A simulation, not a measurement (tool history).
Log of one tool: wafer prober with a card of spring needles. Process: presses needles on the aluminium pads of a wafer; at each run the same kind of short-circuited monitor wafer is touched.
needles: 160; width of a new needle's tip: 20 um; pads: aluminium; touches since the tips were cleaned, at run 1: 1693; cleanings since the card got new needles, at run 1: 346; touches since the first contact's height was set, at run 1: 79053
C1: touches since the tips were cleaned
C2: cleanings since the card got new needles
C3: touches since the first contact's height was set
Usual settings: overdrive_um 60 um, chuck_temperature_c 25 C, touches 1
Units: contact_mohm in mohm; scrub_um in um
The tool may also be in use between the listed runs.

{"run": 1, "day": 0.0, "overdrive_um": 60, "chuck_temperature_c": 25, "touches": 1, "C1": 1693, "C2": 346, "C3": 79053, "contact_mohm": 222, "scrub_um": 16.23}
{"day": 0.312, "done": "tips cleaned on abrasive film"}
{"day": 0.729, "done": "tips cleaned on abrasive film"}
{"day": 1.25, "done": "tips cleaned on abrasive film"}
{"day": 1.667, "done": "tips cleaned on abrasive film"}
{"day": 2.183, "done": "tips cleaned on abrasive film"}
{"run": 2, "day": 2.521, "overdrive_um": 60, "chuck_temperature_c": 25, "touches": 1, "C1": 3213, "C2": 351, "C3": 103092, "contact_mohm": 226, "scrub_um": 16.04}
{"day": 2.625, "done": "tips cleaned on abrasive film"}
{"day": 2.742, "done": "height of the first contact set anew"}
{"day": 3.158, "done": "tips cleaned on abrasive film"}
{"day": 3.679, "done": "tips cleaned on abrasive film"}
{"day": 4.196, "done": "tips cleaned on abrasive film"}
{"day": 4.717, "done": "tips cleaned on abrasive film"}
{"run": 3, "day": 4.992, "overdrive_um": 60, "chuck_temperature_c": 25, "touches": 1, "C1": 2645, "C2": 356, "C3": 21489, "contact_mohm": 223, "scrub_um": 16.12}
{"day": 5.2, "done": "tips cleaned on abrasive film"}
{"day": 5.721, "done": "tips cleaned on abrasive film"}
{"day": 6.242, "done": "tips cleaned on abrasive film"}
{"day": 6.658, "done": "tips cleaned on abrasive film"}
{"day": 7.175, "done": "tips cleaned on abrasive film"}
{"day": 7.696, "done": "tips cleaned on abrasive film"}
{"day": 8.112, "done": "tips cleaned on abrasive film"}
{"day": 8.633, "done": "tips cleaned on abrasive film"}
{"run": 4, "day": 8.8, "overdrive_um": 60, "chuck_temperature_c": 25, "touches": 2, "C1": 1607, "C2": 364, "C3": 57808, "contact_mohm": 222, "scrub_um": 16.12}
{"day": 9.112, "done": "tips cleaned on abrasive film"}
{"day": 9.529, "done": "tips cleaned on abrasive film"}
{"day": 10.05, "done": "tips cleaned on abrasive film"}
{"day": 10.567, "done": "tips cleaned on abrasive film"}
{"day": 11.088, "done": "tips cleaned on abrasive film"}
{"day": 11.504, "done": "tips cleaned on abrasive film"}
{"day": 12.021, "done": "tips cleaned on abrasive film"}
{"run": 5, "day": 12.079, "overdrive_um": 60, "chuck_temperature_c": 25, "touches": 2, "C1": 544, "C2": 371, "C3": 89099, "contact_mohm": 224, "scrub_um": 16.15}
{"day": 12.496, "done": "tips cleaned on abrasive film"}
{"day": 13.017, "done": "tips cleaned on abrasive film"}
{"day": 13.533, "done": "tips cleaned on abrasive film"}
{"day": 13.754, "done": "height of the first contact set anew"}
{"day": 14.067, "done": "tips cleaned on abrasive film"}
{"day": 14.588, "done": "tips cleaned on abrasive film"}
{"day": 15.004, "done": "tips cleaned on abrasive film"}
{"day": 15.521, "done": "tips cleaned on abrasive film"}
{"run": 6, "day": 15.554, "overdrive_um": 70, "chuck_temperature_c": 25, "touches": 1, "C1": 314, "C2": 378, "C3": 17175, "contact_mohm": 219, "scrub_um": 18.75}
{"day": 15.971, "done": "tips cleaned on abrasive film"}
{"day": 16.388, "done": "tips cleaned on abrasive film"}
{"day": 16.908, "done": "tips cleaned on abrasive film"}
{"day": 17.425, "done": "tips cleaned on abrasive film"}
{"day": 17.946, "done": "tips cleaned on abrasive film"}
{"day": 18.467, "done": "tips cleaned on abrasive film"}
{"day": 18.962, "done": "tips cleaned on abrasive film"}
{"run": 7, "day": 18.962, "overdrive_um": 70, "chuck_temperature_c": 25, "touches": 2, "C1": 0, "C2": 385, "C3": 49700, "contact_mohm": 218, "scrub_um": 18.7}
{"day": 19.379, "done": "tips cleaned on abrasive film"}
{"day": 19.9, "done": "tips cleaned on abrasive film"}
{"day": 20.421, "done": "tips cleaned on abrasive film"}
{"day": 20.938, "done": "tips cleaned on abrasive film"}
{"day": 21.458, "done": "tips cleaned on abrasive film"}
{"day": 21.875, "done": "tips cleaned on abrasive film"}
{"day": 22.375, "done": "card fitted with new needles"}
{"day": 22.896, "done": "tips cleaned on abrasive film"}
{"run": 8, "day": 23.238, "overdrive_um": 70, "chuck_temperature_c": 25, "touches": 2, "C1": 3304, "C2": 1, "C3": 8262, "contact_mohm": 216, "scrub_um": 18.63}
{"day": 23.346, "done": "tips cleaned on abrasive film"}
{"day": 23.862, "done": "tips cleaned on abrasive film"}
{"day": 24.383, "done": "tips cleaned on abrasive film"}
{"day": 24.904, "done": "tips cleaned on abrasive film"}
{"day": 25.421, "done": "tips cleaned on abrasive film"}
{"day": 25.942, "done": "tips cleaned on abrasive film"}
{"day": 26.462, "done": "tips cleaned on abrasive film"}
{"day": 26.979, "done": "tips cleaned on abrasive film"}
{"run": 9, "day": 27.146, "overdrive_um": 70, "chuck_temperature_c": 25, "touches": 2, "C1": 1605, "C2": 9, "C3": 45572, "contact_mohm": 221, "scrub_um": 18.77}
{"day": 27.462, "done": "tips cleaned on abrasive film"}
{"day": 27.979, "done": "tips cleaned on abrasive film"}
{"day": 28.5, "done": "tips cleaned on abrasive film"}
{"day": 29.021, "done": "tips cleaned on abrasive film"}
{"day": 29.538, "done": "tips cleaned on abrasive film"}
{"day": 30.058, "done": "tips cleaned on abrasive film"}
{"run": 10, "day": 30.254, "overdrive_um": 70, "chuck_temperature_c": 25, "touches": 2, "C1": 1882, "C2": 15, "C3": 75224, "contact_mohm": 219, "scrub_um": 18.75}
{"day": 30.567, "done": "tips cleaned on abrasive film"}
{"day": 31.088, "done": "tips cleaned on abrasive film"}
{"day": 31.604, "done": "tips cleaned on abrasive film"}
{"run": 11, "day": 31.958, "overdrive_um": 70, "chuck_temperature_c": 25, "touches": 2, "C1": 3391, "C2": 18, "C3": 91508, "contact_mohm": 223, "scrub_um": 18.74}
{"day": 32.067, "done": "tips cleaned on abrasive film"}
{"day": 32.483, "done": "tips cleaned on abrasive film"}
{"day": 33.0, "done": "tips cleaned on abrasive film"}
{"day": 33.417, "done": "tips cleaned on abrasive film"}
{"day": 33.429, "done": "height of the first contact set anew"}
{"day": 33.95, "done": "tips cleaned on abrasive film"}
{"day": 34.367, "done": "tips cleaned on abrasive film"}
{"run": 12, "day": 34.775, "overdrive_um": 60, "chuck_temperature_c": 33, "touches": 1, "C1": 3932, "C2": 24, "C3": 12858, "contact_mohm": 226, "scrub_um": 16.1}
{"day": 34.883, "done": "tips cleaned on abrasive film"}
{"day": 35.4, "done": "tips cleaned on abrasive film"}
{"day": 35.921, "done": "tips cleaned on abrasive film"}
{"day": 36.442, "done": "tips cleaned on abrasive film"}
{"day": 36.958, "done": "tips cleaned on abrasive film"}
{"day": 37.479, "done": "tips cleaned on abrasive film"}
{"day": 38.0, "done": "tips cleaned on abrasive film"}
{"run": 13, "day": 38.3, "overdrive_um": 77, "chuck_temperature_c": 109, "touches": 1, "C1": 2902, "C2": 31, "C3": 46506, "contact_mohm": 239, "scrub_um": 20.57}
{"day": 38.512, "done": "tips cleaned on abrasive film"}
{"day": 39.029, "done": "tips cleaned on abrasive film"}
{"day": 39.55, "done": "tips cleaned on abrasive film"}
{"day": 40.071, "done": "tips cleaned on abrasive film"}
{"run": 14, "day": 40.292, "overdrive_um": 60, "chuck_temperature_c": 25, "touches": 1, "C1": 2144, "C2": 35, "C3": 65510, "contact_mohm": 224, "scrub_um": 15.96}
{"day": 40.504, "done": "tips cleaned on abrasive film"}
{"day": 40.921, "done": "tips cleaned on abrasive film"}
{"day": 41.438, "done": "tips cleaned on abrasive film"}
{"day": 41.854, "done": "tips cleaned on abrasive film"}
{"day": 42.375, "done": "tips cleaned on abrasive film"}
{"day": 42.892, "done": "tips cleaned on abrasive film"}
{"run": 15, "day": 43.146, "overdrive_um": 51, "chuck_temperature_c": 52, "touches": 2, "C1": 2422, "C2": 41, "C3": 92728, "contact_mohm": 230, "scrub_um": 13.67}
{"day": 43.354, "done": "tips cleaned on abrasive film"}
{"day": 43.771, "done": "tips cleaned on abrasive film"}
{"day": 44.188, "done": "tips cleaned on abrasive film"}
{"day": 44.508, "done": "height of the first contact set anew"}
{"day": 44.721, "done": "tips cleaned on abrasive film"}
{"day": 45.138, "done": "tips cleaned on abrasive film"}
{"day": 45.654, "done": "tips cleaned on abrasive film"}
{"day": 46.071, "done": "tips cleaned on abrasive film"}
{"run": 16, "day": 46.146, "overdrive_um": 61, "chuck_temperature_c": 102, "touches": 2, "C1": 708, "C2": 48, "C3": 15585, "contact_mohm": 238, "scrub_um": 16.28}
{"day": 46.562, "done": "tips cleaned on abrasive film"}
{"day": 47.083, "done": "tips cleaned on abrasive film"}
{"day": 47.5, "done": "tips cleaned on abrasive film"}
{"day": 48.017, "done": "tips cleaned on abrasive film"}
{"day": 48.538, "done": "tips cleaned on abrasive film"}
{"run": 17, "day": 48.575, "overdrive_um": 44, "chuck_temperature_c": 25, "touches": 1, "C1": 381, "C2": 53, "C3": 38778, "contact_mohm": 228, "scrub_um": 11.66}
{"day": 48.992, "done": "tips cleaned on abrasive film"}
{"day": 49.512, "done": "tips cleaned on abrasive film"}
{"day": 50.033, "done": "tips cleaned on abrasive film"}
{"day": 50.55, "done": "tips cleaned on abrasive film"}
{"day": 51.071, "done": "tips cleaned on abrasive film"}
{"day": 51.592, "done": "tips cleaned on abrasive film"}
{"run": 18, "day": 51.779, "overdrive_um": 44, "chuck_temperature_c": 25, "touches": 1, "C1": 1793, "C2": 59, "C3": 69334, "contact_mohm": 225, "scrub_um": 11.67}
{"day": 52.092, "done": "tips cleaned on abrasive film"}
{"day": 52.608, "done": "tips cleaned on abrasive film"}
{"day": 53.129, "done": "tips cleaned on abrasive film"}
{"day": 53.65, "done": "tips cleaned on abrasive film"}
{"day": 54.167, "done": "tips cleaned on abrasive film"}
{"day": 54.688, "done": "tips cleaned on abrasive film"}
{"run": 19, "day": 54.779, "overdrive_um": 44, "chuck_temperature_c": 25, "touches": 1, "C1": 895, "C2": 65, "C3": 97999, "contact_mohm": 225, "scrub_um": 11.69}
{"day": 55.196, "done": "tips cleaned on abrasive film"}
{"day": 55.521, "done": "height of the first contact set anew"}
{"day": 55.729, "done": "tips cleaned on abrasive film"}
{"day": 56.146, "done": "tips cleaned on abrasive film"}
{"day": 56.667, "done": "tips cleaned on abrasive film"}
{"run": 20, "day": 56.925, "overdrive_um": 45, "chuck_temperature_c": 25, "touches": 1, "C1": 2498, "C2": 69, "C3": 13408, "contact_mohm": 226, "scrub_um": 11.88}
{"day": 57.133, "done": "tips cleaned on abrasive film"}
{"day": 57.654, "done": "tips cleaned on abrasive film"}
{"day": 58.175, "done": "tips cleaned on abrasive film"}
{"day": 58.692, "done": "tips cleaned on abrasive film"}
{"day": 59.212, "done": "tips cleaned on abrasive film"}
{"run": 21, "day": 59.338, "overdrive_um": 53, "chuck_temperature_c": 34, "touches": 2, "C1": 1211, "C2": 74, "C3": 36439, "contact_mohm": 221, "scrub_um": 14.09}
{"day": 59.654, "done": "tips cleaned on abrasive film"}
{"day": 60.171, "done": "tips cleaned on abrasive film"}
{"day": 60.692, "done": "tips cleaned on abrasive film"}
{"day": 61.212, "done": "tips cleaned on abrasive film"}
{"day": 61.729, "done": "tips cleaned on abrasive film"}
{"day": 62.154, "done": "tips cleaned on abrasive film"}
{"run": 22, "day": 62.154, "overdrive_um": 48, "chuck_temperature_c": 25, "touches": 2, "C1": 0, "C2": 80, "C3": 63293, "contact_mohm": 224, "scrub_um": 12.67}

5 ways to go on from here, each from the tool as it stands after run 22. What would each give?
{"day": 62.675, "done": "tips cleaned on abrasive film"}
{"day": 63.192, "done": "tips cleaned on abrasive film"}
{"day": 63.608, "done": "tips cleaned on abrasive film"}
{"run": "A", "day": 63.871, "overdrive_um": 62, "chuck_temperature_c": 86, "touches": 3, "C1": 2517, "C2": 83, "C3": 79689, "contact_mohm": "?", "scrub_um": "?"}
{"day": 62.675, "done": "tips cleaned on abrasive film"}
{"day": 63.192, "done": "tips cleaned on abrasive film"}
{"day": 63.608, "done": "tips cleaned on abrasive film"}
{"run": "B", "day": 63.871, "overdrive_um": 48, "chuck_temperature_c": 77, "touches": 1, "C1": 2517, "C2": 83, "C3": 79689, "contact_mohm": "?", "scrub_um": "?"}
{"day": 62.675, "done": "tips cleaned on abrasive film"}
{"day": 63.192, "done": "tips cleaned on abrasive film"}
{"day": 63.608, "done": "tips cleaned on abrasive film"}
{"run": "C", "day": 63.871, "overdrive_um": 66, "chuck_temperature_c": 76, "touches": 2, "C1": 2517, "C2": 83, "C3": 79689, "contact_mohm": "?", "scrub_um": "?"}
{"day": 62.675, "done": "tips cleaned on abrasive film"}
{"day": 63.192, "done": "tips cleaned on abrasive film"}
{"day": 63.608, "done": "tips cleaned on abrasive film"}
{"run": "D", "day": 63.871, "overdrive_um": 68, "chuck_temperature_c": 61, "touches": 2, "C1": 2517, "C2": 83, "C3": 79689, "contact_mohm": "?", "scrub_um": "?"}
{"day": 62.675, "done": "tips cleaned on abrasive film"}
{"day": 63.192, "done": "tips cleaned on abrasive film"}
{"day": 63.608, "done": "tips cleaned on abrasive film"}
{"run": "E", "day": 63.871, "overdrive_um": 77, "chuck_temperature_c": 32, "touches": 1, "C1": 2517, "C2": 83, "C3": 79689, "contact_mohm": "?", "scrub_um": "?"}

run=A contact_mohm=236 scrub_um=16.28
run=B contact_mohm=237 scrub_um=12.66
run=C contact_mohm=234 scrub_um=17.53
run=D contact_mohm=231 scrub_um=18.01
run=E contact_mohm=221 scrub_um=20.26
Without the tool's hidden state the same runs would have given:
run=A contact_mohm=236 scrub_um=16.53
run=B contact_mohm=237 scrub_um=12.86
run=C contact_mohm=233 scrub_um=17.8
run=D contact_mohm=231 scrub_um=18.29
run=E contact_mohm=221 scrub_um=20.56
